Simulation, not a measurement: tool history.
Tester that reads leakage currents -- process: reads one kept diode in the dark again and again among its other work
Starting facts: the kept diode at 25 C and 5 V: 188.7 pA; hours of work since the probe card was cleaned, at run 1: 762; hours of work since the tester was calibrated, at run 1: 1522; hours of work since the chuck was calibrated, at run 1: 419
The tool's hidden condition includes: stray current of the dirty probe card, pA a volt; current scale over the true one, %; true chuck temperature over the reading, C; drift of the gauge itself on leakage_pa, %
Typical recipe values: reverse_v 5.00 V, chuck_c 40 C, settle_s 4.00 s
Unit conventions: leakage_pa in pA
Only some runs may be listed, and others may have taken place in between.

| run | hour | reverse_v | chuck_c | settle_s | hours of work since the probe card was cleaned | hours of work since the tester was calibrated | hours of work since the chuck was calibrated | leakage_pa |
|---|---|---|---|---|---|---|---|---|
| 1 | 0.0 | 5.00 | 40 | 4.00 | 762 | 1522 | 419 | 696.26 |
| 2 | 42.5 | 5.00 | 40 | 4.00 | 789 | 1549 | 446 | 697.07 |
| 3 | 86.4 | 5.00 | 40 | 0.95 | 817 | 1577 | 474 | 698.63 |
| 4 | 155.4 | 5.00 | 40 | 4.00 | 861 | 1621 | 518 | 694.92 |
| 5 | 190.1 | 5.00 | 40 | 4.00 | 883 | 1643 | 540 | 694.61 |
| 6 | 261.1 | 5.00 | 40 | 4.00 | 929 | 1689 | 586 | 690.16 |
| 7 | 301.9 | 5.00 | 40 | 4.00 | 955 | 1715 | 612 | 686.41 |
| 8 | 370.6 | 5.00 | 40 | 0.86 | 999 | 1759 | 656 | 683.35 |
| 9 | 416.8 | 5.00 | 40 | 4.00 | 1028 | 1788 | 685 | 682.15 |
| 10 | 449.2 | 5.00 | 40 | 4.00 | 1049 | 1809 | 706 | 681.86 |
| 11 | 511.8 | 5.00 | 40 | 4.00 | 1089 | 1849 | 746 | 680.91 |
| 12 | 560.0 | 5.00 | 29 | 4.00 | 1120 | 1880 | 777 | 254.11 |
| 13 | 620.6 | 9.97 | 40 | 4.00 | 1159 | 1919 | 816 | 906.09 |
| 14 | 694.5 | 5.00 | 40 | 4.00 | 1206 | 1966 | 863 | 675.96 |
| 15 | 757.1 | 5.00 | 40 | 4.00 | 1246 | 2006 | 903 | 669.46 |
| 16 | 787.3 | 5.00 | 40 | 4.00 | 1265 | 2025 | 922 | 665.93 |
| 17 | 850.1 | 5.00 | 40 | 0.79 | 1305 | 2066 | 963 | 666.42 |
| 18 | 892.3 | 5.00 | 40 | 0.85 | 1332 | 2092 | 990 | 663.97 |
| 19 | 943.9 | 5.00 | 40 | 3.07 | 1365 | 2125 | 1023 | 663.95 |
| 20 | 1011.3 | 1.62 | 21 | 8.81 | 1409 | 2169 | 1066 | 71.75 |
| 21 | 1082.9 | 1.62 | 21 | 8.81 | 1454 | 2214 | 1111 | 71.74 |
| 22 | 1139.3 | 6.04 | 40 | 4.00 | 1490 | 2251 | 1148 | 710.11 |
| 23 | 1209.4 | 6.04 | 40 | 4.00 | 1535 | 2295 | 1192 | 706.68 |
| 24 | 1261.8 | 3.85 | 44 | 4.00 | 1569 | 2329 | 1226 | 824.28 |
| 25 | 1295.8 | 3.85 | 44 | 6.62 | 1591 | 2351 | 1248 | 823.05 |
| 26 | 1328.0 | 3.85 | 44 | 6.62 | 1611 | 2371 | 1268 | 816.11 |
| 27 | 1371.4 | 1.00 | 33 | 4.00 | 1639 | 2399 | 1296 | 177.22 |
| 28 | 1440.8 | 5.00 | 54 | 4.00 | 1683 | 2443 | 1340 | 2062.03 |
| 29 | 1471.8 | 12.49 | 28 | 3.99 | 1703 | 2463 | 1360 | 326.06 |
| 30 | 1512.2 | 12.86 | 32 | 2.80 | 1729 | 2489 | 1386 | 474.72 |
| 31 | 1583.2 | 12.86 | 32 | 2.80 | 1774 | 2534 | 1432 | 472.74 |
| 32 | 1657.0 | 12.86 | 32 | 2.80 | 1822 | 2582 | 1479 | 472.83 |
| 33 | 1705.1 | 1.98 | 26 | 1.57 | 1852 | 2612 | 1509 | 121.43 |
| 34 | 1754.2 | 1.98 | 26 | 1.57 | 1884 | 2644 | 1541 | 121.07 |

What if the next run were any one of these 3? Each begins from the tool's condition after run 34:
| A | 1822.7 | 5.00 | 40 | 2.75 | 1928 | 2688 | 1585 | ? |
| B | 1822.7 | 1.98 | 26 | 1.96 | 1928 | 2688 | 1585 | ? |
| C | 1822.7 | 1.98 | 26 | 1.01 | 1928 | 2688 | 1585 | ? |

| run | leakage_pa |
|---|---|
| A | 632.01 |
| B | 121.05 |
| C | 120.87 |
Stripped of hidden state, with their random variation kept, the same runs would have yielded:
| run | leakage_pa |
|---|---|
| A | 731.10 |
| B | 141.22 |
| C | 141.00 |
